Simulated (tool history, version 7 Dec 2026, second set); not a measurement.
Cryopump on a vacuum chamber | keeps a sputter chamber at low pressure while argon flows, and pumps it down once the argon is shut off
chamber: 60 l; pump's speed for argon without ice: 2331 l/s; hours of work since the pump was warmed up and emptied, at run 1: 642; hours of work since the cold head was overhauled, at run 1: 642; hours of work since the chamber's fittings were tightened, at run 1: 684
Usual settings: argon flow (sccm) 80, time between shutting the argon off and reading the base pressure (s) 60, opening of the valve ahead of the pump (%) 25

run	hour	argon flow (sccm)	time between shutting the argon off and reading the base pressure (s)	opening of the valve ahead of the pump (%)	hours of work since the pump was warmed up and emptied	hours of work since the cold head was overhauled	hours of work since the chamber's fittings were tightened	pressure while argon flows (Pa)	pressure after the wait (uPa)
1	0.0	80	60	25	642	642	684	0.2406	1.20
2	37.8	80	60	25	661	661	704	0.2410	1.24
3	63.4	80	60	30	674	674	717	0.2017	1.18
4	118.1	80	60	25	703	703	745	0.2413	1.23
5	158.5	80	60	25	724	724	766	0.2407	1.26
6	193.5	80	60	25	742	742	784	0.2429	1.28
7	219.6	80	60	25	755	755	798	0.2405	1.28
8	252.2	80	60	25	772	772	815	0.2412	1.29
9	296.4	80	60	25	795	795	838	0.2402	1.34
# hour 337.6: pump warmed up, emptied and cooled again
10	338.8	80	60	25	1	814	857	0.2344	1.24
11	378.8	80	60	25	21	835	878	0.2337	1.24
12	439.8	80	60	25	53	867	909	0.2343	1.32
13	482.4	80	60	25	75	889	931	0.2343	1.23
14	508.3	80	60	48	88	902	945	0.1236	1.33
15	554.0	80	60	48	112	926	968	0.1237	1.38
16	611.1	80	60	24	142	955	998	0.2453	1.31
17	662.8	80	60	19	168	982	1025	0.3083	1.36
# hour 669.2: leaking fittings of the chamber tightened, without venting
18	713.7	80	60	19	194	1007	23	0.3081	0.77
19	748.2	80	60	19	212	1025	41	0.3072	0.75
20	774.4	80	60	19	225	1039	54	0.3096	0.81
21	799.6	48	25	30	238	1052	67	0.1177	1.62
22	834.1	48	25	59	256	1070	85	0.0610	1.65
23	889.1	48	25	59	284	1098	114	0.0619	1.63

Run 24 comes next. What will it give?
24	936.7	80	60	20	309	1123	138	?	?

pressure while argon flows (Pa): 0.2952
pressure after the wait (uPa): 0.83
Without the tool's hidden state the same run would have given pressure while argon flows (Pa) 0.2902, pressure after the wait (uPa) 0.73.
